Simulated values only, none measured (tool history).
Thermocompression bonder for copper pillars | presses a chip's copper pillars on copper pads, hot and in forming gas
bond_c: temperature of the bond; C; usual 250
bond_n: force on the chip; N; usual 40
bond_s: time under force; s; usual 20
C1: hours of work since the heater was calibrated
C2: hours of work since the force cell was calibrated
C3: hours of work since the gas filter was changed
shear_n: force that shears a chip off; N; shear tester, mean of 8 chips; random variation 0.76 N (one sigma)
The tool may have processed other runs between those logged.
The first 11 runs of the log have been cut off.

run 12 hour=279.7 | bond_c=250 bond_n=40 bond_s=20 | C1=530 C2=530 C3=88 | shear_n=80.3
run 13 hour=312.1 | bond_c=250 bond_n=40 bond_s=20 | C1=549 C2=549 C3=107 | shear_n=81.0
run 14 hour=327.8 | bond_c=250 bond_n=40 bond_s=20 | C1=558 C2=558 C3=116 | shear_n=79.6
run 15 hour=342.4 | bond_c=250 bond_n=40 bond_s=20 | C1=566 C2=566 C3=125 | shear_n=79.6
-- hour=344.9 forming gas filter changed
run 16 hour=363.7 | bond_c=250 bond_n=40 bond_s=20 | C1=578 C2=578 C3=11 | shear_n=81.8
run 17 hour=378.4 | bond_c=276 bond_n=40 bond_s=20 | C1=587 C2=587 C3=19 | shear_n=94.5
run 18 hour=395.0 | bond_c=250 bond_n=40 bond_s=56 | C1=596 C2=596 C3=29 | shear_n=100.7
run 19 hour=415.0 | bond_c=250 bond_n=40 bond_s=56 | C1=608 C2=608 C3=41 | shear_n=99.3
run 20 hour=441.6 | bond_c=250 bond_n=40 bond_s=20 | C1=623 C2=623 C3=56 | shear_n=82.8
-- hour=445.8 heater calibrated with a thermocouple chip
run 21 hour=475.0 | bond_c=235 bond_n=26 bond_s=34 | C1=17 C2=642 C3=74 | shear_n=68.7
run 22 hour=488.7 | bond_c=276 bond_n=57 bond_s=12 | C1=25 C2=650 C3=82 | shear_n=96.0
-- hour=501.2 heater calibrated with a thermocouple chip, once more
run 23 hour=522.4 | bond_c=254 bond_n=25 bond_s=32 | C1=12 C2=668 C3=101 | shear_n=74.7
run 24 hour=551.0 | bond_c=221 bond_n=46 bond_s=23 | C1=29 C2=685 C3=117 | shear_n=71.1
-- hour=565.9 forming gas filter changed
run 25 hour=571.8 | bond_c=221 bond_n=46 bond_s=23 | C1=41 C2=696 C3=3 | shear_n=74.3

Run 26 comes next. What will it give?
run 26 hour=600.6 | bond_c=221 bond_n=46 bond_s=23 | C1=57 C2=713 C3=20 | shear_n=?

{"run 26": {"shear_n": 74.9}}
Without the tool's hidden state the same run would have given shear_n 76.2 N.
